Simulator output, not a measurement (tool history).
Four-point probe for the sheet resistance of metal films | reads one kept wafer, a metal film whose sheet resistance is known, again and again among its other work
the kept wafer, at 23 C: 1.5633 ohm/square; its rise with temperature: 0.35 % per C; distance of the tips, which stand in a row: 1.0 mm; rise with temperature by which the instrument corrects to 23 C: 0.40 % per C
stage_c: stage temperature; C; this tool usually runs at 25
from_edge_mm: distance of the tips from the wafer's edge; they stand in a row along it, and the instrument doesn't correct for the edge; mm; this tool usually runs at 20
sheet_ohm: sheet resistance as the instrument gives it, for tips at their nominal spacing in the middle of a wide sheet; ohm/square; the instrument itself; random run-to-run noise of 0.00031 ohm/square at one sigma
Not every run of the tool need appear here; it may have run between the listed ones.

run,hour,stage_c,from_edge_mm,sheet_ohm
1,0,25,20,1.561325
2,10.1,23,20,1.56249
3,22.7,20,20,1.565491
4,39,20,20,1.565997
5,47.4,20,20,1.565716
6,63.7,20,20,1.56548
7,74.7,25,16,1.563123
8,85.6,25,16,1.56199
9,97.5,25,16,1.562987
10,107.4,29,20,1.557849
11,122.4,29,20,1.558036
12,133.7,25,29,1.560031
# hour 135.1: stage's thermometer calibrated
13,144.8,25,20,1.562319
14,163.1,24,5,1.593821
15,170.9,19,15,1.568911
16,181.4,19,15,1.568477
17,193.2,19,4,1.616682
18,209,21,20,1.565293
# hour 212.4: stage's thermometer calibrated, once more
19,226.3,22,20,1.563356
20,241.6,22,24,1.562775
21,251.1,19,20,1.566351
22,262,25,14,1.56281
23,279.1,25,14,1.563048
24,290.6,25,14,1.563277
25,305.2,33,5,1.585219

Same runs, no hidden state in the tool, same run-to-run variation:
The hidden state here: inner tips' distance over the nominal, %; tips' flats over new ones', %; wafer's true temperature over the reading, C; drift of the gauge itself on sheet_ohm, %.
run,sheet_ohm
1,1.563639
2,1.564788
3,1.567769
4,1.568251
5,1.567957
6,1.567696
7,1.565329
8,1.564179
9,1.565159
10,1.560007
11,1.560173
12,1.562147
13,1.564062
14,1.595565
15,1.570604
16,1.570151
17,1.618384
18,1.56693
19,1.566179
20,1.565576
21,1.569146
22,1.565577
23,1.565792
24,1.566005
25,1.587953
